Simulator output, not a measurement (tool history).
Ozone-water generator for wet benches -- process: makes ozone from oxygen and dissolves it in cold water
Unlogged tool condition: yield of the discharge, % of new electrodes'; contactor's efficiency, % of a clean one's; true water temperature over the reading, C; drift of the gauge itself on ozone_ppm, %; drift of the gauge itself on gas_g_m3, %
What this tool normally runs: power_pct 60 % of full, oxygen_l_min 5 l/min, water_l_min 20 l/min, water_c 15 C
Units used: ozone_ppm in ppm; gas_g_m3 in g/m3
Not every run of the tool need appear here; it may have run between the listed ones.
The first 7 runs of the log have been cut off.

run	hour	power_pct	oxygen_l_min	water_l_min	water_c	hours of work since the electrodes were changed	hours of work since the contactor was cleaned	hours of work since the thermometer was calibrated	ozone_ppm	gas_g_m3
8	308.4	60	5	13	15	1098	1434	2523	33.5	209
9	341.1	60	5	13	15	1122	1458	2547	32.6	211.2
10	373.6	60	5	20	15	1147	1483	2572	24.3	208.8
11	411	60	5	20	15	1175	1511	2600	24.5	209.4
12	465.5	60	5	20	15	1216	1552	2641	24.4	210
13	503.1	60	5	20	15	1244	1580	2669	24.3	210.5
14	567.7	60	4.29	20	15	1293	1628	2718	24.3	228.9
15	618.7	60	4.29	20	15	1331	1667	2756	24.2	229
16	649.3	60	4.29	20	15	1354	1690	2779	24.3	227.7
17	696.2	60	5.28	20	15	1389	1725	2814	24	204.9
18	755.1	62	5.28	27	15	1434	1769	2859	19.6	209
19	814.6	62	2.86	30	18	1478	1814	2903	15.7	299.5
20	850.3	91	3.59	14	12	1505	1841	2930	47.1	357.4
21	898.5	91	3.59	14	12	1541	1877	2967	46.5	353.7
22	931.7	60	3.95	15	17	1566	1902	2991	29.5	239.8
23	972.3	98	5.32	31	21	1597	1933	3022	23.6	306.1
24	1011.7	58	5.74	25	15	1627	1962	3052	19.5	187.9
25	1053.5	58	5.74	25	15	1658	1994	3083	19.7	188.1
26	1094.1	51	5	14	15	1689	2024	3114	27.9	180
27	1145.5	51	5	14	15	1727	2063	3152	27.9	182.4
28	1189.5	68	5	14	15	1760	2096	3185	35.5	234.3
29	1219.8	88	4.77	12	17	1783	2119	3208	46.7	293.6
30	1266.2	60	5	16	15	1818	2154	3243	28.7	210.2
31	1324.3	80	8.26	16	16	1862	2197	3287	34.4	200.1
32	1358.2	77	5	20	15	1887	2223	3312	29.9	258.1

Each row is a separate what-if for the run after 32, all from the same tool condition, not one after another. Results?
A	1398.4	77	2.61	20	15	1917	2253	3342	?	?
B	1398.4	86	5	20	11	1917	2253	3342	?	?
C	1398.4	60	5	14	15	1917	2253	3342	?	?

run	ozone_ppm	gas_g_m3
A	28.1	372.9
B	34.5	285
C	31.5	208.9
What these runs would have given with no unlogged condition in the tool:
run	ozone_ppm	gas_g_m3
A	28.1	373.1
B	34.5	285.2
C	31.5	209
